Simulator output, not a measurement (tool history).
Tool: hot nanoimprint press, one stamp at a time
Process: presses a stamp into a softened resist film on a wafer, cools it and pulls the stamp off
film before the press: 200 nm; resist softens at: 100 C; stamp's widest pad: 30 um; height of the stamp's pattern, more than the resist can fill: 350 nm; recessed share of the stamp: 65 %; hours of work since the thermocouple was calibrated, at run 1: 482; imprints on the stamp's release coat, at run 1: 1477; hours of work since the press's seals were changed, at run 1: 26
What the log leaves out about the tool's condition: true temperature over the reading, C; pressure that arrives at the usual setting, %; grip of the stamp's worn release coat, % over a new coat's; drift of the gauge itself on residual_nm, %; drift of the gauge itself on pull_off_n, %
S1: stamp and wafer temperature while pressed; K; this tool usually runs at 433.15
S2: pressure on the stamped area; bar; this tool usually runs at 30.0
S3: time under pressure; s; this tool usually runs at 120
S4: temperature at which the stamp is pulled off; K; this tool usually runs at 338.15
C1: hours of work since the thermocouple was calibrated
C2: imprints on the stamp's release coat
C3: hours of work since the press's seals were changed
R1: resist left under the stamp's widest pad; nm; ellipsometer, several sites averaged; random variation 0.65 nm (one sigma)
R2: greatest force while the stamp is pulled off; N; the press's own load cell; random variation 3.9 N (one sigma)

run	hour	S1	S2	S3	S4	C1	C2	C3	R1	R2
1	0.0	433.15	30.0	120	338.15	482	1477	26	76.5	222
2	14.7	433.15	30.0	120	338.15	489	1499	33	76.2	215
3	32.0	433.15	30.0	120	338.15	497	1524	41	76.8	225
4	44.6	433.15	30.0	120	338.15	503	1542	47	78.6	229
5	60.7	433.15	30.0	200	338.15	510	1565	54	62.3	221
6	82.1	433.15	30.0	120	343.15	520	1596	64	77.0	213
7	96.7	433.15	30.0	120	343.15	526	1617	70	78.4	207
8	119.7	433.15	30.0	120	343.15	537	1650	81	77.1	211
9	136.4	433.15	30.0	120	343.15	544	1674	88	77.4	216
10	159.5	433.15	30.0	120	343.15	555	1707	99	78.2	209
11	176.2	435.15	30.0	120	346.15	562	1732	106	68.2	203
12	194.6	427.15	30.0	152	338.15	571	1758	115	103.0	219
13	208.7	424.15	30.0	120	332.15	577	1778	121	133.1	246
# hour 230.0: plate thermocouple calibrated
14	236.3	434.15	30.0	120	326.15	3	1814	132	67.6	266
15	251.6	433.15	19.3	61	325.15	10	1836	139	113.7	267
16	276.0	433.15	19.3	61	325.15	21	1871	150	114.4	252
17	297.1	433.15	45.9	61	337.15	31	1902	160	76.6	221
# hour 310.6: stamp cleaned and given a new release coat
18	328.6	438.15	43.8	61	337.15	42	26	172	57.1	199
19	351.5	429.15	18.1	170	336.15	52	59	182	104.1	193

Consider 5 possible next runs. They are alternatives, not a sequence: every one starts from the tool as it was left by run 19. What does each give?
A	376.9	433.15	25.9	145	342.15	64	96	194	?	?
B	376.9	429.15	18.1	117	336.15	64	96	194	?	?
C	376.9	434.15	40.0	175	336.15	64	96	194	?	?
D	376.9	441.15	31.7	120	336.15	64	96	194	?	?
E	376.9	444.15	30.7	80	338.15	64	96	194	?	?

run	R1	R2
A	73.2	183
B	119.8	197
C	50.5	197
D	42.0	198
E	42.9	197
Stripped of hidden state, with their random variation kept, the same runs would have yielded:
run	R1	R2
A	70.0	180
B	115.6	194
C	48.1	194
D	40.2	194
E	41.1	194
